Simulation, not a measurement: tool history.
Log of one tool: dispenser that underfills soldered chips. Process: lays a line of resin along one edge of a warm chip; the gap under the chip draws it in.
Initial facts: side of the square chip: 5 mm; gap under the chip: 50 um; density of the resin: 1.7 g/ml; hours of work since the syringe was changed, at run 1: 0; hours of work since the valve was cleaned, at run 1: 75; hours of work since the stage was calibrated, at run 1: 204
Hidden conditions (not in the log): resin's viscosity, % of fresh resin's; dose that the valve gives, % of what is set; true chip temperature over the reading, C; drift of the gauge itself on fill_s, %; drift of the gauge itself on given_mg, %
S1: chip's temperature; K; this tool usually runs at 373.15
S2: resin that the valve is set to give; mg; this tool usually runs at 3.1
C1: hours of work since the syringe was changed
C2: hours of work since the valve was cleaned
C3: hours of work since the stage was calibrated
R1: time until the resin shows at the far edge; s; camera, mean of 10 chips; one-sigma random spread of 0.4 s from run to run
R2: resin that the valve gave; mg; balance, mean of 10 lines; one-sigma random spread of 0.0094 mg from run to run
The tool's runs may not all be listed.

run,day,S1,S2,C1,C2,C3,R1,R2
1,0,373.15,3.1,0,75,204,25.7,3.023
2,0.233,373.15,3.1,4,78,208,30.8,3.034
3,0.504,373.15,3.1,8,83,212,36.4,3.012
# day 0.696: new syringe of resin
4,0.817,373.15,3.1,2,87,216,26.9,3.017
5,0.992,373.15,3.1,4,90,219,30.7,2.995
6,1.258,373.15,3.58,9,94,223,36.1,3.47
# day 1.412: new syringe of resin
7,1.575,373.15,3.1,2,98,228,28.3,2.981
8,1.9,376.15,3.1,7,103,233,30.4,2.988
# day 2.138: new syringe of resin
9,2.142,387.15,3.26,0,107,236,14.7,3.129
# day 2.212: dispensing valve cleaned and set on the balance
10,2.446,368.15,3.85,4,4,240,34.8,3.87
11,2.788,368.15,3.85,9,9,245,44.4,3.83
# day 2.908: new syringe of resin
12,3.138,387.15,3.7,3,14,250,15.7,3.689
13,3.338,387.15,2.78,6,17,253,19.2,2.768

How would selected steps in R1 from run to run divide? Give the signed amount a tool lacking its hidden state would still show from settings, what came in and random variation, and the signed amount left for the hidden state, including any gauge scatter that is not in both of the compared results.
Run 11 -> 12: S1 368.15 -> 387.15, S2 3.85 -> 3.7, new syringe of resin. R1 -28.7 s: hidden state -12.1, all else -16.6.
